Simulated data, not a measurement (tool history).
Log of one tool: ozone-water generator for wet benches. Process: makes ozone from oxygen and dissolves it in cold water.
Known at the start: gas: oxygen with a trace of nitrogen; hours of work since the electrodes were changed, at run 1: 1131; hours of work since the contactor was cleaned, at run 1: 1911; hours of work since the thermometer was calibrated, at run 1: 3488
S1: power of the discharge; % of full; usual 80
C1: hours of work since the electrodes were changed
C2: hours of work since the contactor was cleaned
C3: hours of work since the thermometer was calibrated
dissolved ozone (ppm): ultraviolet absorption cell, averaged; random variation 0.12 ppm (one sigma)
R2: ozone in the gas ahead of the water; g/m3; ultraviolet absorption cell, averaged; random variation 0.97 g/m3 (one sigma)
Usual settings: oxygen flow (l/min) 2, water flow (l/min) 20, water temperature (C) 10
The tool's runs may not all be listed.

Run 1, day 0: usual settings; C1 1131; C2 1911; C3 3488. Result: dissolved ozone (ppm) 11, R2 163.2 g/m3.
Run 2, day 3.954: usual settings; C1 1205; C2 1986; C3 3563. Result: dissolved ozone (ppm) 11, R2 162.5 g/m3.
Run 3, day 6.354: usual settings; C1 1251; C2 2032; C3 3609. Result: dissolved ozone (ppm) 11, R2 161.9 g/m3.
Run 4, day 9.004: usual settings but oxygen flow (l/min) 2.23; C1 1301; C2 2082; C3 3659. Result: dissolved ozone (ppm) 11.4, R2 153 g/m3.
Run 5, day 12.692: usual settings but oxygen flow (l/min) 2.7; C1 1371; C2 2152; C3 3729. Result: dissolved ozone (ppm) 11.9, R2 139.6 g/m3.
Run 6, day 15.238: usual settings but oxygen flow (l/min) 2.7; C1 1419; C2 2200; C3 3777. Result: dissolved ozone (ppm) 11.8, R2 137.7 g/m3.
At day 17.046: water thermometer calibrated.
Run 7, day 17.979: usual settings but oxygen flow (l/min) 1.07; C1 1470; C2 2251; C3 18. Result: dissolved ozone (ppm) 9, R2 228.2 g/m3.
Run 8, day 22.546: usual settings but oxygen flow (l/min) 1.07; C1 1557; C2 2337; C3 104. Result: dissolved ozone (ppm) 9, R2 225.3 g/m3.
Run 9, day 26.962: usual settings but oxygen flow (l/min) 1.07; C1 1640; C2 2421; C3 188. Result: dissolved ozone (ppm) 9, R2 225.4 g/m3.
Run 10, day 30.788: usual settings but water temperature (C) 5; C1 1713; C2 2493; C3 260. Result: dissolved ozone (ppm) 11.3, R2 160.6 g/m3.
Run 11, day 33.829: usual settings but oxygen flow (l/min) 2.04, water temperature (C) 5; C1 1770; C2 2551; C3 317. Result: dissolved ozone (ppm) 11.4, R2 158.1 g/m3.
Run 12, day 38.054: usual settings; C1 1850; C2 2631; C3 397. Result: dissolved ozone (ppm) 10.7, R2 160.8 g/m3.
At day 38.658: contactor cleaned.
Run 13, day 42.608: usual settings; C1 1933; C2 75; C3 480. Result: dissolved ozone (ppm) 11.1, R2 159.3 g/m3.
Run 14, day 46.442: usual settings but oxygen flow (l/min) 2.83; C1 2006; C2 147; C3 553. Result: dissolved ozone (ppm) 11.8, R2 133.2 g/m3.
At day 50.242: contactor cleaned, once more.
Run 15, day 50.712: usual settings; C1 2083; C2 9; C3 631. Result: dissolved ozone (ppm) 11, R2 159.3 g/m3.
Run 16, day 53.862: usual settings; C1 2143; C2 69; C3 690. Result: dissolved ozone (ppm) 11.2, R2 159.6 g/m3.
Run 17, day 58.938: usual settings; C1 2239; C2 165; C3 786. Result: dissolved ozone (ppm) 10.8, R2 160.9 g/m3.
Run 18, day 64.104: usual settings; C1 2337; C2 262; C3 884. Result: dissolved ozone (ppm) 11, R2 158.8 g/m3.
Run 19, day 68.729: usual settings but oxygen flow (l/min) 3.09; C1 2424; C2 350; C3 971. Result: dissolved ozone (ppm) 12.3, R2 124.7 g/m3.
Run 20, day 71.862: usual settings but S1 58 % of full, oxygen flow (l/min) 1.55, water flow (l/min) 12, water temperature (C) 5; C1 2483; C2 409; C3 1031. Result: dissolved ozone (ppm) 14.1, R2 147.1 g/m3.
Run 21, day 74.354: usual settings but S1 58 % of full, oxygen flow (l/min) 2.91, water flow (l/min) 12, water temperature (C) 7; C1 2531; C2 456; C3 1078. Result: dissolved ozone (ppm) 15.3, R2 104.8 g/m3.
Run 22, day 77.771: usual settings but S1 58 % of full, oxygen flow (l/min) 2.91, water flow (l/min) 18, water temperature (C) 14; C1 2595; C2 521; C3 1142. Result: dissolved ozone (ppm) 10.3, R2 105.1 g/m3.
Run 23, day 81.1: usual settings but S1 58 % of full, oxygen flow (l/min) 2.91, water flow (l/min) 18, water temperature (C) 17; C1 2658; C2 584; C3 1205. Result: dissolved ozone (ppm) 10.1, R2 106.7 g/m3.
Run 24, day 84.917: usual settings but S1 66 % of full, oxygen flow (l/min) 2.91, water flow (l/min) 28, water temperature (C) 13; C1 2730; C2 656; C3 1278. Result: dissolved ozone (ppm) 7.4, R2 113.6 g/m3.
Run 25, day 88.858: usual settings but S1 66 % of full, oxygen flow (l/min) 2.91, water flow (l/min) 28, water temperature (C) 13; C1 2805; C2 731; C3 1352. Result: dissolved ozone (ppm) 7.2, R2 112.8 g/m3.

The next listed run, before its measurement:
Run 26, day 93.6: usual settings but oxygen flow (l/min) 1.47; C1 2895; C2 820; C3 1442. Result: dissolved ozone (ppm) ?, R2 ?.

{"run 26": {"dissolved ozone (ppm)": 9.9, "R2": 185.4}}
Without the tool's hidden state the same run would have given dissolved ozone (ppm) 10.4, R2 194.2 g/m3.

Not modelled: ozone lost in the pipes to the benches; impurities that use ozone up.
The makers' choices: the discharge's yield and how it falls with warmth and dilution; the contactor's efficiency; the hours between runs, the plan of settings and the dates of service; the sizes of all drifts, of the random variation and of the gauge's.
